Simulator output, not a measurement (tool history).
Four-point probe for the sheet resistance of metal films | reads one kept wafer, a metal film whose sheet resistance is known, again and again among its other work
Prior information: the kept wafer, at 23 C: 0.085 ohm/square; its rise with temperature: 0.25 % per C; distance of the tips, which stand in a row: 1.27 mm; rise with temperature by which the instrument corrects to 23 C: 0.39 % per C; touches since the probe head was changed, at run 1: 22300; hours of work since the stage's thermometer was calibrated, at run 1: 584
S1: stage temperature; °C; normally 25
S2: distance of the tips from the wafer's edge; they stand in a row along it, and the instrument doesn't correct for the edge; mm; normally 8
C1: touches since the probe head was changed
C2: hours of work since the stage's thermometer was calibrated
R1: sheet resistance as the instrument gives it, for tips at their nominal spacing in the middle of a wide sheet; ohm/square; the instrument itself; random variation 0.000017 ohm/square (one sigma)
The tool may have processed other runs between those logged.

run,hour,S1,S2,C1,C2,R1
1,0.0,25,8,22300,584,0.086185
2,21.7,25,8,22943,593,0.086156
3,41.0,25,8,23514,601,0.086183
4,57.5,25,8,24003,607,0.086191
5,81.7,25,8,24721,617,0.086187
6,95.5,25,8,25129,623,0.086230
7,108.7,25,8,25522,628,0.086191
8,124.5,22,8,25990,634,0.086562
9,142.2,22,8,26514,641,0.086575
10,164.8,19,8,27182,651,0.086932
11,192.4,25,27,28000,662,0.085145
12,217.2,25,8,28737,672,0.086189
13,234.4,25,8,29246,679,0.086171
14,253.6,33,8,29816,686,0.085239
15,266.3,33,8,30191,691,0.085262
16,293.3,25,8,30991,702,0.086161
# hour 296.2: stage's thermometer calibrated
17,306.1,18,8,31354,4,0.087043
18,327.7,33,8,31994,13,0.085281
19,340.8,25,8,32384,18,0.086195
20,354.1,33,8,32778,23,0.085252
# hour 360.0: stage's thermometer calibrated, once more
21,372.8,19,8,33316,5,0.086906
22,394.6,25,3,33963,14,0.092448
23,413.0,25,3,34506,21,0.092456
24,425.2,22,7,34868,26,0.086853
25,445.0,23,53,35457,34,0.085284
26,473.7,30,8,36307,46,0.085562
27,486.1,21,8,36673,51,0.086639
28,513.1,30,11,37474,62,0.085032
29,537.1,20,9,38186,71,0.086565
30,552.3,23,65,38635,77,0.085276
31,573.2,23,65,39254,86,0.085248
32,588.8,29,64,39716,92,0.084574
33,615.3,22,35,40502,103,0.085453
34,631.9,22,35,40992,109,0.085440
35,652.4,22,35,41602,118,0.085457
36,677.2,22,35,42336,128,0.085443
37,694.1,19,57,42837,134,0.085785
38,718.3,33,3,43553,144,0.091421
39,736.3,21,21,44087,151,0.085669
40,763.4,21,21,44888,162,0.085668
41,778.7,21,21,45343,168,0.085636
42,806.5,21,21,46166,179,0.085618
43,831.9,35,3,46919,190,0.091173
44,857.4,24,39,47676,200,0.085169
45,874.7,30,8,48186,207,0.085545
46,895.3,30,8,48798,215,0.085574

How would selected steps in R1 from run to run divide? Give the signed amount a tool lacking its hidden state would still show from settings, what came in and random variation, and the signed amount left for the hidden state, including any gauge scatter that is not in both of the compared results.
Hidden conditions of the tool in this case: inner tips' distance over the nominal, %; tips' flats over new ones', %; wafer's true temperature over the reading, C; drift of the gauge itself on sheet_ohm, %.
Run 21 -> 22: S1 19 -> 25, S2 8 -> 3. R1 +0.005542 ohm/square: hidden state +0.000015, all else +0.005527.
Run 23 -> 24: S1 25 -> 22, S2 3 -> 7. R1 -0.005603 ohm/square: hidden state -0.000016, all else -0.005587.
Run 37 -> 38: S1 19 -> 33, S2 57 -> 3. R1 +0.005636 ohm/square: hidden state +0.000012, all else +0.005624.
Run 38 -> 39: S1 33 -> 21, S2 3 -> 21. R1 -0.005752 ohm/square: hidden state -0.000015, all else -0.005737.
Run 43 -> 44: S1 35 -> 24, S2 3 -> 39. R1 -0.006004 ohm/square: hidden state -0.000015, all else -0.005989.
